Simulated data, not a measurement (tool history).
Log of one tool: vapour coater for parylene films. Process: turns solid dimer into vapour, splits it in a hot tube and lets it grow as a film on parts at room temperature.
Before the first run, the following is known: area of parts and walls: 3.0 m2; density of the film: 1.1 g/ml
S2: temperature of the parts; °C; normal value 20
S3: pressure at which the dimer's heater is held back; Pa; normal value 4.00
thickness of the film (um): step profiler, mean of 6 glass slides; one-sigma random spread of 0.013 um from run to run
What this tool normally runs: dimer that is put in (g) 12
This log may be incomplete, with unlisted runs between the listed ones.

run 1 day=0.000 | dimer_that_is_put_in_(g)=12 S2=20 S3=4.00 | thickness_of_the_film_(um)=2.15
run 2 day=0.375 | dimer_that_is_put_in_(g)=12 S2=20 S3=4.00 | thickness_of_the_film_(um)=2.14
run 3 day=0.688 | dimer_that_is_put_in_(g)=12 S2=20 S3=4.00 | thickness_of_the_film_(um)=2.12
run 4 day=1.283 | dimer_that_is_put_in_(g)=6 S2=20 S3=4.00 | thickness_of_the_film_(um)=1.06
run 5 day=1.692 | dimer_that_is_put_in_(g)=6 S2=20 S3=4.00 | thickness_of_the_film_(um)=1.06
run 6 day=2.021 | dimer_that_is_put_in_(g)=6 S2=20 S3=4.00 | thickness_of_the_film_(um)=1.06
run 7 day=2.296 | dimer_that_is_put_in_(g)=5 S2=20 S3=4.00 | thickness_of_the_film_(um)=0.89
run 8 day=2.783 | dimer_that_is_put_in_(g)=5 S2=20 S3=4.00 | thickness_of_the_film_(um)=0.88
run 9 day=3.404 | dimer_that_is_put_in_(g)=5 S2=20 S3=4.00 | thickness_of_the_film_(um)=0.88
run 10 day=3.950 | dimer_that_is_put_in_(g)=5 S2=20 S3=4.00 | thickness_of_the_film_(um)=0.87
run 11 day=4.425 | dimer_that_is_put_in_(g)=12 S2=20 S3=4.82 | thickness_of_the_film_(um)=2.08
run 12 day=4.867 | dimer_that_is_put_in_(g)=12 S2=26 S3=4.82 | thickness_of_the_film_(um)=1.80
run 13 day=5.429 | dimer_that_is_put_in_(g)=12 S2=26 S3=4.82 | thickness_of_the_film_(um)=1.79
-- day=5.633 trap's valve overhauled
run 14 day=6.146 | dimer_that_is_put_in_(g)=12 S2=26 S3=4.82 | thickness_of_the_film_(um)=1.73
run 15 day=6.504 | dimer_that_is_put_in_(g)=12 S2=26 S3=4.82 | thickness_of_the_film_(um)=1.75
run 16 day=6.933 | dimer_that_is_put_in_(g)=12 S2=26 S3=4.82 | thickness_of_the_film_(um)=1.75
-- day=7.258 trap's valve overhauled, once more
run 17 day=7.362 | dimer_that_is_put_in_(g)=9 S2=20 S3=4.00 | thickness_of_the_film_(um)=1.72
run 18 day=7.762 | dimer_that_is_put_in_(g)=12 S2=20 S3=4.00 | thickness_of_the_film_(um)=2.31
run 19 day=8.054 | dimer_that_is_put_in_(g)=12 S2=20 S3=4.00 | thickness_of_the_film_(um)=2.31
run 20 day=8.321 | dimer_that_is_put_in_(g)=12 S2=20 S3=4.00 | thickness_of_the_film_(um)=2.29
run 21 day=8.717 | dimer_that_is_put_in_(g)=12 S2=20 S3=4.00 | thickness_of_the_film_(um)=2.29
run 22 day=9.233 | dimer_that_is_put_in_(g)=12 S2=20 S3=4.00 | thickness_of_the_film_(um)=2.27
run 23 day=9.617 | dimer_that_is_put_in_(g)=12 S2=20 S3=4.00 | thickness_of_the_film_(um)=2.29
run 24 day=9.908 | dimer_that_is_put_in_(g)=12 S2=13 S3=4.00 | thickness_of_the_film_(um)=2.73
run 25 day=10.458 | dimer_that_is_put_in_(g)=12 S2=13 S3=4.00 | thickness_of_the_film_(um)=2.67
run 26 day=10.804 | dimer_that_is_put_in_(g)=12 S2=13 S3=4.00 | thickness_of_the_film_(um)=2.69
run 27 day=11.221 | dimer_that_is_put_in_(g)=5 S2=20 S3=4.00 | thickness_of_the_film_(um)=0.95
run 28 day=11.621 | dimer_that_is_put_in_(g)=8 S2=18 S3=6.40 | thickness_of_the_film_(um)=1.51
run 29 day=12.088 | dimer_that_is_put_in_(g)=12 S2=16 S3=2.33 | thickness_of_the_film_(um)=2.64
run 30 day=12.538 | dimer_that_is_put_in_(g)=14 S2=20 S3=4.14 | thickness_of_the_film_(um)=2.62
run 31 day=12.992 | dimer_that_is_put_in_(g)=5 S2=18 S3=5.54 | thickness_of_the_film_(um)=0.95
run 32 day=13.471 | dimer_that_is_put_in_(g)=12 S2=32 S3=2.85 | thickness_of_the_film_(um)=1.78
run 33 day=13.800 | dimer_that_is_put_in_(g)=12 S2=12 S3=6.15 | thickness_of_the_film_(um)=2.62
run 34 day=14.429 | dimer_that_is_put_in_(g)=7 S2=23 S3=6.15 | thickness_of_the_film_(um)=1.16
run 35 day=14.842 | dimer_that_is_put_in_(g)=18 S2=16 S3=5.41 | thickness_of_the_film_(um)=3.55
run 36 day=15.275 | dimer_that_is_put_in_(g)=18 S2=16 S3=5.41 | thickness_of_the_film_(um)=3.61
run 37 day=15.833 | dimer_that_is_put_in_(g)=19 S2=24 S3=5.41 | thickness_of_the_film_(um)=3.12
run 38 day=16.217 | dimer_that_is_put_in_(g)=19 S2=15 S3=5.41 | thickness_of_the_film_(um)=3.86
run 39 day=16.679 | dimer_that_is_put_in_(g)=19 S2=15 S3=5.41 | thickness_of_the_film_(um)=3.87
run 40 day=16.971 | dimer_that_is_put_in_(g)=19 S2=15 S3=5.41 | thickness_of_the_film_(um)=3.88
run 41 day=17.554 | dimer_that_is_put_in_(g)=17 S2=25 S3=7.34 | thickness_of_the_film_(um)=2.62
run 42 day=18.004 | dimer_that_is_put_in_(g)=17 S2=31 S3=5.69 | thickness_of_the_film_(um)=2.32
run 43 day=18.446 | dimer_that_is_put_in_(g)=8 S2=20 S3=2.31 | thickness_of_the_film_(um)=1.59
run 44 day=18.762 | dimer_that_is_put_in_(g)=12 S2=22 S3=3.07 | thickness_of_the_film_(um)=2.20

Here are 4 independent what-if runs from the current tool condition. What would each one return?
run A day=19.312 | dimer_that_is_put_in_(g)=16 S2=22 S3=3.10 | thickness_of_the_film_(um)=?
run B day=19.312 | dimer_that_is_put_in_(g)=12 S2=22 S3=3.07 | thickness_of_the_film_(um)=?
run C day=19.312 | dimer_that_is_put_in_(g)=22 S2=12 S3=4.00 | thickness_of_the_film_(um)=?
run D day=19.312 | dimer_that_is_put_in_(g)=17 S2=20 S3=3.63 | thickness_of_the_film_(um)=?

run=A thickness_of_the_film_(um)=2.90
run=B thickness_of_the_film_(um)=2.20
run=C thickness_of_the_film_(um)=4.97
run=D thickness_of_the_film_(um)=3.20
Stripped of hidden state, with their random variation kept, the same runs would have yielded:
run=A thickness_of_the_film_(um)=3.01
run=B thickness_of_the_film_(um)=2.28
run=C thickness_of_the_film_(um)=5.16
run=D thickness_of_the_film_(um)=3.32
